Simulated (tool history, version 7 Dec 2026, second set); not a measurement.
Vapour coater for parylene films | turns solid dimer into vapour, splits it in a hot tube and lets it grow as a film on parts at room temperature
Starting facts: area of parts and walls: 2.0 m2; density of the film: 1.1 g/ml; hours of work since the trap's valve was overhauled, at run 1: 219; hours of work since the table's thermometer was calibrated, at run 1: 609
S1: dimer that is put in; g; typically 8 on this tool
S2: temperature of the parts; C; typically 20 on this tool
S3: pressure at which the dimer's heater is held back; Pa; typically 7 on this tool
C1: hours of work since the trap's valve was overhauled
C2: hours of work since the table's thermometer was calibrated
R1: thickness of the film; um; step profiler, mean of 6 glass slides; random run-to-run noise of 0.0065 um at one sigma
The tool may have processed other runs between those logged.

{"run": 1, "hour": 0.0, "S1": 8, "S2": 20, "S3": 7, "C1": 219, "C2": 609, "R1": 2.625}
{"run": 2, "hour": 35.3, "S1": 8, "S2": 20, "S3": 7, "C1": 241, "C2": 632, "R1": 2.625}
{"run": 3, "hour": 82.2, "S1": 8, "S2": 20, "S3": 7, "C1": 270, "C2": 661, "R1": 2.616}
{"run": 4, "hour": 127.4, "S1": 5, "S2": 20, "S3": 7, "C1": 299, "C2": 689, "R1": 1.626}
{"run": 5, "hour": 156.5, "S1": 8, "S2": 20, "S3": 7, "C1": 317, "C2": 708, "R1": 2.61}
{"run": 6, "hour": 184.1, "S1": 5, "S2": 20, "S3": 7, "C1": 334, "C2": 725, "R1": 1.635}
{"hour": 208.4, "done": "trap's valve overhauled"}
{"run": 7, "hour": 216.3, "S1": 5, "S2": 20, "S3": 7, "C1": 5, "C2": 742, "R1": 1.635}
{"run": 8, "hour": 238.2, "S1": 5, "S2": 20, "S3": 7, "C1": 19, "C2": 756, "R1": 1.626}
{"run": 9, "hour": 268.2, "S1": 5, "S2": 20, "S3": 7, "C1": 37, "C2": 775, "R1": 1.622}
{"run": 10, "hour": 295.7, "S1": 5, "S2": 20, "S3": 7, "C1": 55, "C2": 792, "R1": 1.633}
{"run": 11, "hour": 335.5, "S1": 5, "S2": 20, "S3": 7, "C1": 80, "C2": 817, "R1": 1.629}
{"run": 12, "hour": 379.8, "S1": 8, "S2": 20, "S3": 7, "C1": 107, "C2": 845, "R1": 2.589}
{"run": 13, "hour": 408.0, "S1": 8, "S2": 20, "S3": 7, "C1": 125, "C2": 863, "R1": 2.602}
{"run": 14, "hour": 447.0, "S1": 8, "S2": 20, "S3": 7, "C1": 150, "C2": 887, "R1": 2.596}
{"run": 15, "hour": 478.2, "S1": 8, "S2": 20, "S3": 7, "C1": 169, "C2": 907, "R1": 2.602}
{"run": 16, "hour": 521.1, "S1": 4, "S2": 20, "S3": 7, "C1": 196, "C2": 934, "R1": 1.304}
{"run": 17, "hour": 557.9, "S1": 8, "S2": 20, "S3": 7, "C1": 219, "C2": 957, "R1": 2.586}
{"run": 18, "hour": 598.8, "S1": 8, "S2": 20, "S3": 7, "C1": 245, "C2": 982, "R1": 2.572}
{"hour": 608.2, "done": "gauge calibrated"}
{"run": 19, "hour": 636.5, "S1": 8, "S2": 20, "S3": 7, "C1": 268, "C2": 1006, "R1": 2.622}
{"run": 20, "hour": 673.9, "S1": 5, "S2": 20, "S3": 7, "C1": 292, "C2": 1029, "R1": 1.64}
{"run": 21, "hour": 716.6, "S1": 8, "S2": 20, "S3": 2.31, "C1": 319, "C2": 1056, "R1": 3.136}
{"run": 22, "hour": 758.9, "S1": 8, "S2": 14, "S3": 2.31, "C1": 345, "C2": 1083, "R1": 3.548}
{"hour": 766.4, "done": "trap's valve overhauled"}
{"run": 23, "hour": 801.4, "S1": 8, "S2": 25, "S3": 2.31, "C1": 22, "C2": 1107, "R1": 2.733}
{"run": 24, "hour": 847.6, "S1": 8, "S2": 22, "S3": 3.53, "C1": 51, "C2": 1136, "R1": 2.755}
{"run": 25, "hour": 887.4, "S1": 9, "S2": 20, "S3": 7, "C1": 76, "C2": 1161, "R1": 2.928}
{"run": 26, "hour": 928.1, "S1": 12, "S2": 24, "S3": 7, "C1": 101, "C2": 1186, "R1": 3.491}
{"run": 27, "hour": 974.6, "S1": 4, "S2": 12, "S3": 9.5, "C1": 131, "C2": 1215, "R1": 1.545}
{"run": 28, "hour": 1022.2, "S1": 4, "S2": 12, "S3": 9.5, "C1": 160, "C2": 1245, "R1": 1.534}
{"run": 29, "hour": 1046.3, "S1": 9, "S2": 14, "S3": 9.78, "C1": 175, "C2": 1260, "R1": 3.259}
{"run": 30, "hour": 1067.9, "S1": 5, "S2": 14, "S3": 2.98, "C1": 189, "C2": 1274, "R1": 2.191}
{"run": 31, "hour": 1090.8, "S1": 5, "S2": 13, "S3": 8.81, "C1": 203, "C2": 1288, "R1": 1.89}
{"run": 32, "hour": 1121.6, "S1": 5, "S2": 13, "S3": 8.81, "C1": 223, "C2": 1307, "R1": 1.889}
{"run": 33, "hour": 1149.8, "S1": 5, "S2": 13, "S3": 8.81, "C1": 240, "C2": 1325, "R1": 1.886}
{"hour": 1169.9, "done": "table's thermometer calibrated"}
{"run": 34, "hour": 1202.5, "S1": 5, "S2": 13, "S3": 8.81, "C1": 273, "C2": 20, "R1": 1.887}
{"run": 35, "hour": 1227.0, "S1": 4, "S2": 31, "S3": 3.49, "C1": 288, "C2": 36, "R1": 1.062}
{"run": 36, "hour": 1278.3, "S1": 4, "S2": 19, "S3": 3.49, "C1": 320, "C2": 68, "R1": 1.484}
{"hour": 1326.7, "done": "trap's valve overhauled"}
{"run": 37, "hour": 1329.7, "S1": 8, "S2": 20, "S3": 7, "C1": 2, "C2": 98, "R1": 2.575}
{"run": 38, "hour": 1366.2, "S1": 9, "S2": 20, "S3": 3.97, "C1": 25, "C2": 121, "R1": 3.174}
{"run": 39, "hour": 1413.2, "S1": 5, "S2": 18, "S3": 10.71, "C1": 54, "C2": 150, "R1": 1.589}
{"run": 40, "hour": 1463.0, "S1": 4, "S2": 20, "S3": 7.46, "C1": 85, "C2": 181, "R1": 1.274}
{"run": 41, "hour": 1502.3, "S1": 4, "S2": 20, "S3": 7.46, "C1": 110, "C2": 206, "R1": 1.267}
{"hour": 1511.6, "done": "gauge calibrated"}
{"run": 42, "hour": 1544.3, "S1": 13, "S2": 32, "S3": 4.41, "C1": 136, "C2": 232, "R1": 3.304}
{"run": 43, "hour": 1566.9, "S1": 8, "S2": 30, "S3": 2.24, "C1": 151, "C2": 246, "R1": 2.391}

Below are 5 alternative next runs, each starting from the tool's condition after run 43. Predict each:
{"run": "A", "hour": 1605.6, "S1": 8, "S2": 26, "S3": 7, "C1": 175, "C2": 271, "R1": "?"}
{"run": "B", "hour": 1605.6, "S1": 7, "S2": 20, "S3": 5.92, "C1": 175, "C2": 271, "R1": "?"}
{"run": "C", "hour": 1605.6, "S1": 4, "S2": 22, "S3": 2.53, "C1": 175, "C2": 271, "R1": "?"}
{"run": "D", "hour": 1605.6, "S1": 8, "S2": 18, "S3": 7, "C1": 175, "C2": 271, "R1": "?"}
{"run": "E", "hour": 1605.6, "S1": 3, "S2": 27, "S3": 7, "C1": 175, "C2": 271, "R1": "?"}

run=A R1=2.208
run=B R1=2.355
run=C R1=1.467
run=D R1=2.757
run=E R1=0.809
With the hidden condition removed and each run's random variation left untouched, the same runs would have given:
run=A R1=2.214
run=B R1=2.361
run=C R1=1.471
run=D R1=2.765
run=E R1=0.811

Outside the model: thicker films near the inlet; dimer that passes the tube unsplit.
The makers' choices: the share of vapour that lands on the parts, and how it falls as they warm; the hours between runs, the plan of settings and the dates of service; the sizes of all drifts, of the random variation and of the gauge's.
